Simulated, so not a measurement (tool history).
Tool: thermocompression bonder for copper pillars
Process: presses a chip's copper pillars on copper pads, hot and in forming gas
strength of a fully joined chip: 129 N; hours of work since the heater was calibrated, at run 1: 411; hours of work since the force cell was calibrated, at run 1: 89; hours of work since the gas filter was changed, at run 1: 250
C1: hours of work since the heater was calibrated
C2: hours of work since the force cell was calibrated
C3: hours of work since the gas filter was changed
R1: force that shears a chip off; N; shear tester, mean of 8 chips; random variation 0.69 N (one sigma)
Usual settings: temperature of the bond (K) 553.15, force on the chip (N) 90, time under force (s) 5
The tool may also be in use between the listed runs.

run 1 hour=0 | temperature_of_the_bond_(K)=553.15 force_on_the_chip_(N)=90 time_under_force_(s)=5 | C1=411 C2=89 C3=250 | R1=42.2
run 2 hour=32.3 | temperature_of_the_bond_(K)=553.15 force_on_the_chip_(N)=90 time_under_force_(s)=5 | C1=435 C2=113 C3=274 | R1=40.3
run 3 hour=63.1 | temperature_of_the_bond_(K)=553.15 force_on_the_chip_(N)=114 time_under_force_(s)=5 | C1=458 C2=136 C3=297 | R1=47.7
run 4 hour=90.1 | temperature_of_the_bond_(K)=553.15 force_on_the_chip_(N)=116 time_under_force_(s)=5 | C1=478 C2=157 C3=317 | R1=48.7
-- hour=118.1 forming gas filter changed
run 5 hour=118.2 | temperature_of_the_bond_(K)=553.15 force_on_the_chip_(N)=90 time_under_force_(s)=8 | C1=499 C2=177 C3=0 | R1=48.8
run 6 hour=135.7 | temperature_of_the_bond_(K)=553.15 force_on_the_chip_(N)=90 time_under_force_(s)=8 | C1=512 C2=190 C3=13 | R1=48.6
run 7 hour=158.8 | temperature_of_the_bond_(K)=553.15 force_on_the_chip_(N)=90 time_under_force_(s)=8 | C1=529 C2=208 C3=30 | R1=47.9
-- hour=171.9 heater calibrated with a thermocouple chip
run 8 hour=192.6 | temperature_of_the_bond_(K)=580.15 force_on_the_chip_(N)=90 time_under_force_(s)=5 | C1=15 C2=231 C3=54 | R1=56
run 9 hour=215.3 | temperature_of_the_bond_(K)=580.15 force_on_the_chip_(N)=90 time_under_force_(s)=5 | C1=32 C2=248 C3=71 | R1=55
run 10 hour=240.9 | temperature_of_the_bond_(K)=562.15 force_on_the_chip_(N)=90 time_under_force_(s)=5 | C1=52 C2=267 C3=90 | R1=42.2
run 11 hour=255.6 | temperature_of_the_bond_(K)=562.15 force_on_the_chip_(N)=90 time_under_force_(s)=5 | C1=63 C2=278 C3=101 | R1=41.5
run 12 hour=285.4 | temperature_of_the_bond_(K)=562.15 force_on_the_chip_(N)=90 time_under_force_(s)=5 | C1=85 C2=301 C3=123 | R1=42.1
-- hour=300.9 heater calibrated with a thermocouple chip, once more
run 13 hour=300.9 | temperature_of_the_bond_(K)=532.15 force_on_the_chip_(N)=90 time_under_force_(s)=5 | C1=0 C2=311 C3=134 | R1=33.6
run 14 hour=322.8 | temperature_of_the_bond_(K)=582.15 force_on_the_chip_(N)=110 time_under_force_(s)=15 | C1=16 C2=327 C3=150 | R1=101.7
run 15 hour=346.5 | temperature_of_the_bond_(K)=581.15 force_on_the_chip_(N)=90 time_under_force_(s)=5 | C1=34 C2=345 C3=168 | R1=67
run 16 hour=375.1 | temperature_of_the_bond_(K)=581.15 force_on_the_chip_(N)=90 time_under_force_(s)=5 | C1=55 C2=366 C3=189 | R1=67.7
run 17 hour=389.8 | temperature_of_the_bond_(K)=571.15 force_on_the_chip_(N)=57 time_under_force_(s)=4 | C1=66 C2=377 C3=200 | R1=40
run 18 hour=403.5 | temperature_of_the_bond_(K)=571.15 force_on_the_chip_(N)=57 time_under_force_(s)=4 | C1=77 C2=387 C3=210 | R1=39.6
run 19 hour=423.2 | temperature_of_the_bond_(K)=557.15 force_on_the_chip_(N)=68 time_under_force_(s)=5 | C1=91 C2=402 C3=225 | R1=40.2
run 20 hour=450.7 | temperature_of_the_bond_(K)=543.15 force_on_the_chip_(N)=60 time_under_force_(s)=3 | C1=112 C2=423 C3=245 | R1=22.6
run 21 hour=466.7 | temperature_of_the_bond_(K)=543.15 force_on_the_chip_(N)=70 time_under_force_(s)=13 | C1=124 C2=435 C3=257 | R1=46.7
run 22 hour=486.1 | temperature_of_the_bond_(K)=525.15 force_on_the_chip_(N)=119 time_under_force_(s)=7 | C1=138 C2=449 C3=272 | R1=40.3
run 23 hour=500.2 | temperature_of_the_bond_(K)=537.15 force_on_the_chip_(N)=62 time_under_force_(s)=11 | C1=149 C2=460 C3=282 | R1=36
run 24 hour=519.8 | temperature_of_the_bond_(K)=537.15 force_on_the_chip_(N)=62 time_under_force_(s)=11 | C1=164 C2=474 C3=297 | R1=36.2
run 25 hour=549.1 | temperature_of_the_bond_(K)=553.15 force_on_the_chip_(N)=98 time_under_force_(s)=8 | C1=185 C2=496 C3=319 | R1=56.9
-- hour=574.7 forming gas filter changed
run 26 hour=576.4 | temperature_of_the_bond_(K)=541.15 force_on_the_chip_(N)=83 time_under_force_(s)=6 | C1=206 C2=516 C3=1 | R1=36.9

Forecast each of these 3 alternatives for the next run:
run A hour=603.5 | temperature_of_the_bond_(K)=567.15 force_on_the_chip_(N)=131 time_under_force_(s)=11 | C1=226 C2=536 C3=22 | R1=?
run B hour=603.5 | temperature_of_the_bond_(K)=553.15 force_on_the_chip_(N)=68 time_under_force_(s)=5 | C1=226 C2=536 C3=22 | R1=?
run C hour=603.5 | temperature_of_the_bond_(K)=542.15 force_on_the_chip_(N)=90 time_under_force_(s)=4 | C1=226 C2=536 C3=22 | R1=?

run=A R1=88.1
run=B R1=36
run=C R1=33.9
Without the tool's hidden state the same runs would have given:
run=A R1=91.8
run=B R1=38.5
run=C R1=36.4
